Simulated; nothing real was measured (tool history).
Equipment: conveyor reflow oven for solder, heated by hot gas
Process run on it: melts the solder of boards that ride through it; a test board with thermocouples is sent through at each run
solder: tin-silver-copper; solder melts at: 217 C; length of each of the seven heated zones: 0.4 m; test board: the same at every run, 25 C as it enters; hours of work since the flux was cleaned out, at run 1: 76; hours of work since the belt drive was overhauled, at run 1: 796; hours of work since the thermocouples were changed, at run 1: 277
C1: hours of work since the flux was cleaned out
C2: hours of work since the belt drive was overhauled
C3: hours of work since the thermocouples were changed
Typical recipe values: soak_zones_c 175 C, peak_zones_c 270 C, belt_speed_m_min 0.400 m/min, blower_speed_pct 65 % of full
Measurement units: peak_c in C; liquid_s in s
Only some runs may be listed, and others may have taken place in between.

{"run": 1, "hour": 0.0, "soak_zones_c": 175, "peak_zones_c": 270, "belt_speed_m_min": 0.4, "blower_speed_pct": 65, "C1": 76, "C2": 796, "C3": 277, "peak_c": 261.1, "liquid_s": 102.9}
{"run": 2, "hour": 14.0, "soak_zones_c": 175, "peak_zones_c": 270, "belt_speed_m_min": 0.4, "blower_speed_pct": 65, "C1": 85, "C2": 806, "C3": 286, "peak_c": 259.9, "liquid_s": 103.3}
{"run": 3, "hour": 30.2, "soak_zones_c": 175, "peak_zones_c": 270, "belt_speed_m_min": 0.4, "blower_speed_pct": 65, "C1": 96, "C2": 816, "C3": 297, "peak_c": 260.2, "liquid_s": 102.0}
{"run": 4, "hour": 44.8, "soak_zones_c": 175, "peak_zones_c": 270, "belt_speed_m_min": 0.4, "blower_speed_pct": 65, "C1": 106, "C2": 826, "C3": 307, "peak_c": 260.5, "liquid_s": 102.7}
{"run": 5, "hour": 56.1, "soak_zones_c": 175, "peak_zones_c": 270, "belt_speed_m_min": 0.403, "blower_speed_pct": 65, "C1": 113, "C2": 834, "C3": 315, "peak_c": 261.1, "liquid_s": 101.6}
{"run": 6, "hour": 73.6, "soak_zones_c": 175, "peak_zones_c": 270, "belt_speed_m_min": 0.367, "blower_speed_pct": 65, "C1": 125, "C2": 846, "C3": 326, "peak_c": 262.1, "liquid_s": 113.4}
{"run": 7, "hour": 81.9, "soak_zones_c": 190, "peak_zones_c": 270, "belt_speed_m_min": 0.367, "blower_speed_pct": 65, "C1": 131, "C2": 851, "C3": 332, "peak_c": 263.8, "liquid_s": 123.0}
{"run": 8, "hour": 98.3, "soak_zones_c": 175, "peak_zones_c": 270, "belt_speed_m_min": 0.4, "blower_speed_pct": 65, "C1": 142, "C2": 862, "C3": 343, "peak_c": 259.6, "liquid_s": 101.7}
{"run": 9, "hour": 108.5, "soak_zones_c": 175, "peak_zones_c": 270, "belt_speed_m_min": 0.4, "blower_speed_pct": 65, "C1": 148, "C2": 869, "C3": 350, "peak_c": 260.1, "liquid_s": 101.8}
{"run": 10, "hour": 116.8, "soak_zones_c": 179, "peak_zones_c": 270, "belt_speed_m_min": 0.4, "blower_speed_pct": 65, "C1": 154, "C2": 875, "C3": 355, "peak_c": 260.7, "liquid_s": 104.8}
{"hour": 122.8, "done": "flux residue cleaned out of gas plates and filters"}
{"run": 11, "hour": 134.3, "soak_zones_c": 179, "peak_zones_c": 270, "belt_speed_m_min": 0.4, "blower_speed_pct": 65, "C1": 8, "C2": 883, "C3": 364, "peak_c": 260.3, "liquid_s": 104.9}
{"run": 12, "hour": 144.2, "soak_zones_c": 179, "peak_zones_c": 270, "belt_speed_m_min": 0.374, "blower_speed_pct": 65, "C1": 14, "C2": 890, "C3": 370, "peak_c": 261.9, "liquid_s": 113.4}
{"run": 13, "hour": 157.3, "soak_zones_c": 175, "peak_zones_c": 270, "belt_speed_m_min": 0.458, "blower_speed_pct": 65, "C1": 23, "C2": 898, "C3": 379, "peak_c": 256.9, "liquid_s": 85.4}
{"hour": 169.8, "done": "belt drive overhauled, speed set with a stopwatch"}
{"run": 14, "hour": 174.8, "soak_zones_c": 175, "peak_zones_c": 274, "belt_speed_m_min": 0.458, "blower_speed_pct": 65, "C1": 32, "C2": 3, "C3": 388, "peak_c": 261.7, "liquid_s": 87.3}
{"run": 15, "hour": 184.9, "soak_zones_c": 175, "peak_zones_c": 270, "belt_speed_m_min": 0.445, "blower_speed_pct": 65, "C1": 39, "C2": 10, "C3": 395, "peak_c": 257.1, "liquid_s": 88.0}
{"run": 16, "hour": 198.8, "soak_zones_c": 175, "peak_zones_c": 270, "belt_speed_m_min": 0.37, "blower_speed_pct": 65, "C1": 48, "C2": 19, "C3": 404, "peak_c": 262.2, "liquid_s": 111.5}

Expected results for the next run?
{"run": 17, "hour": 213.4, "soak_zones_c": 175, "peak_zones_c": 270, "belt_speed_m_min": 0.37, "blower_speed_pct": 65, "C1": 58, "C2": 29, "C3": 414, "peak_c": "?", "liquid_s": "?"}

peak_c: 261.4 C
liquid_s: 111.1 s
Without the tool's hidden state the same run would have given peak_c 262.9 C, liquid_s 112.3 s.

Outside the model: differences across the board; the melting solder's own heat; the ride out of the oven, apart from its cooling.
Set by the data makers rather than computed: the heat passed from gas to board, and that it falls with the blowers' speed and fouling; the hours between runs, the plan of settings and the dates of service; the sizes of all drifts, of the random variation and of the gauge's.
